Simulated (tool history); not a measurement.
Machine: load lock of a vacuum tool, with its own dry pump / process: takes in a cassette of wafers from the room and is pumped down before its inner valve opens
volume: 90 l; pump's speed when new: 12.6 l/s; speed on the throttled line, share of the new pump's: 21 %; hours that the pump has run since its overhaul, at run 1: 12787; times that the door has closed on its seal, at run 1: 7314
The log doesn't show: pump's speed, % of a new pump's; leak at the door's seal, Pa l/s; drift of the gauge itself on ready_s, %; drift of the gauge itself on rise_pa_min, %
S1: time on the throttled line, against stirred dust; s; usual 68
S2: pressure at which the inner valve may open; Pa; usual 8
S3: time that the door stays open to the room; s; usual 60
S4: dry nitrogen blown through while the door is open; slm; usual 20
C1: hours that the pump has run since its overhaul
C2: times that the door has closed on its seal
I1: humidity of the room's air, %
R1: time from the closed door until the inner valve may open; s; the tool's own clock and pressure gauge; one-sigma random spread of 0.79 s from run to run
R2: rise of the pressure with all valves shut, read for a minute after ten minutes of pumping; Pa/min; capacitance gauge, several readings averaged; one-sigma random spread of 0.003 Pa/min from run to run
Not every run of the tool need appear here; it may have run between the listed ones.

run	hour	S1	S2	S3	S4	C1	C2	I1	R1	R2
1	0	68	8	60	20	12787	7314	44.3	130	0.052
2	225.4	68	8	60	20	13013	7620	45.3	131.9	0.053
3	535.9	69	8	60	20	13323	8042	47.7	131.2	0.052
4	801	69	8	60	20	13588	8401	46.6	133.2	0.05
5	1024.1	69	8	60	20	13812	8704	46.2	132.2	0.051
# hour 1104.5: dry pump taken out, an overhauled one fitted
6	1380.9	69	8	60	20	276	9180	44.7	121.6	0.05
7	1847.9	68	8	60	20	743	9814	46	121.5	0.055
8	2321.2	68	8	60	20	1217	10457	46.8	121.2	0.057
9	2552.9	68	8	87	20	1448	10771	45.9	121.4	0.057
10	3040.2	68	8	81	20	1936	11433	46.3	121.5	0.066
11	3271.2	68	8	81	20	2167	11746	42	120.7	0.065
12	3643.7	68	8	81	20	2539	12252	43.6	123.1	0.069
13	4120.4	68	8	81	20	3016	12899	44.7	123.2	0.071
14	4579.5	68	8	161	20	3475	13522	48.3	123.8	0.076
15	4802.5	68	8	161	20	3698	13825	43.8	123.7	0.082
16	5136	68	8	56	20	4032	14277	48.5	123.8	0.078
17	5368.4	68	8	31	20	4264	14593	44.1	124	0.071
18	5830.2	68	8	31	20	4726	15220	48.2	124.3	0.079
19	6292.3	68	8	31	20	5188	15847	46.3	124.1	0.083
20	6688.9	68	12	31	20	5584	16385	47.6	121.1	0.077
21	6925.7	68	12	31	20	5821	16707	44.5	121.5	0.077
22	7283.8	120	8	101	5	6179	17193	45.3	165.3	0.115
23	7584.8	134	8	29	19	6480	17601	44	177	0.084
24	7941.3	65	8	29	11	6837	18085	48.5	123.1	0.098
25	8328.3	38	8	29	11	7224	18610	46.6	102.8	0.097
26	8568.1	38	8	29	11	7464	18936	47	101.9	0.1
27	9009.3	38	15	78	11	7905	19535	49.6	97.3	0.113
28	9407.6	61	8	143	20	8303	20075	45.7	120.2	0.104
29	9728.5	61	8	143	20	8624	20511	46.5	120.2	0.117
30	9935.3	61	8	143	20	8831	20792	43.9	122.4	0.113
31	10353.1	68	13	90	19	9249	21359	42.5	123.4	0.11
32	10559.8	46	8	231	20	9455	21639	48.8	111.3	0.122
33	10796	46	8	231	20	9691	21960	49.1	110.6	0.128
34	11223.4	100	14	60	20	10119	22540	44.7	146.5	0.113
35	11613.8	47	12	60	20	10509	23070	43.6	108.5	0.119
36	11818.7	72	10	103	20	10714	23348	45.1	130.1	0.125
37	12169.2	69	10	103	37	11065	23824	47.5	128.4	0.121

Take each entry between the runs: how does the hidden state at the last listed run before it differ from the hidden state at the first listed run after it?
Runs 5 to 6: dry pump taken out, an overhauled one fitted (hour 1104.5)
  pump's speed, % of a new pump's: 84.5 -> 101; leak at the door's seal, Pa l/s: 0.0422 -> 0.0446
  measured value less the no-hidden-state value, R1: +9.8 -> -0.5 s; R2: +0.027 -> +0.028 Pa/min

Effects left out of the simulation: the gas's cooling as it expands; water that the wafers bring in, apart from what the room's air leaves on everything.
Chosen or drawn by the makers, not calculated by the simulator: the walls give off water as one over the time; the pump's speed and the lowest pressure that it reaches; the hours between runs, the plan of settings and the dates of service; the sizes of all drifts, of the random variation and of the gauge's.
